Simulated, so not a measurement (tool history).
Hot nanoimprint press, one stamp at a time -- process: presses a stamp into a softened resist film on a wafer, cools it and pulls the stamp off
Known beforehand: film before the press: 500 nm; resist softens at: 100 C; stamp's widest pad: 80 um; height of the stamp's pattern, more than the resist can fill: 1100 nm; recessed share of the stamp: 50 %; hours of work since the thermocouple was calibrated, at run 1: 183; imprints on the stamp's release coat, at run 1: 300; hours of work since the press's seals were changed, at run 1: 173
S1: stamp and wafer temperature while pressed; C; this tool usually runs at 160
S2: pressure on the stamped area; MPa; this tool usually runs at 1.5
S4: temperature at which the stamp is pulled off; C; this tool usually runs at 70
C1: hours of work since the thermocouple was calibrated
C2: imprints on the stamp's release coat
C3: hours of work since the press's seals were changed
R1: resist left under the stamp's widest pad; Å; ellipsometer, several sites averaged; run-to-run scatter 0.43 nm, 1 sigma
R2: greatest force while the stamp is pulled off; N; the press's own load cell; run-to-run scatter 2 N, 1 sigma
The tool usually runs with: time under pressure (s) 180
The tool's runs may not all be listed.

Run 1, hour 0: usual settings; C1 183; C2 300; C3 173. Result: R1 1939 Å, R2 192 N.
Run 2, hour 6.1: usual settings but S1 169 C; C1 187; C2 316; C3 177. Result: R1 1351 Å, R2 194 N.
Run 3, hour 15.5: usual settings but S1 152 C; C1 193; C2 340; C3 183. Result: R1 2691 Å, R2 196 N.
Run 4, hour 23.2: usual settings but S1 152 C; C1 198; C2 360; C3 188. Result: R1 2693 Å, R2 196 N.
Run 5, hour 29: usual settings but S1 152 C; C1 201; C2 376; C3 192. Result: R1 2693 Å, R2 193 N.
Run 6, hour 33.8: usual settings but S1 152 C; C1 204; C2 388; C3 195. Result: R1 2681 Å, R2 199 N.
Run 7, hour 39.6: usual settings but S1 156 C, S2 1.13 MPa, time under pressure (s) 101, S4 68 C; C1 208; C2 403; C3 199. Result: R1 3121 Å, R2 198 N.
At hour 43.3: plate thermocouple calibrated.
Run 8, hour 51.1: usual settings but S1 156 C, S2 1.13 MPa, time under pressure (s) 101, S4 68 C; C1 5; C2 426; C3 205. Result: R1 3077 Å, R2 202 N.
Run 9, hour 58.2: usual settings but S1 156 C, S2 1.13 MPa, time under pressure (s) 101, S4 68 C; C1 10; C2 444; C3 209. Result: R1 3080 Å, R2 199 N.
Run 10, hour 64.9: usual settings but S4 71 C; C1 14; C2 462; C3 213. Result: R1 1902 Å, R2 197 N.

What will run 11 give?
At hour 72.7: plate thermocouple calibrated, once more.
Run 11, hour 78.5: usual settings but S4 71 C; C1 4; C2 489; C3 220. Result: R1 ?, R2 ?.

R1: 2008 Å
R2: 199 N
Were there no unlogged condition in the tool, this run, its random variation unchanged, would have produced R1 1997 Å, R2 184 N.
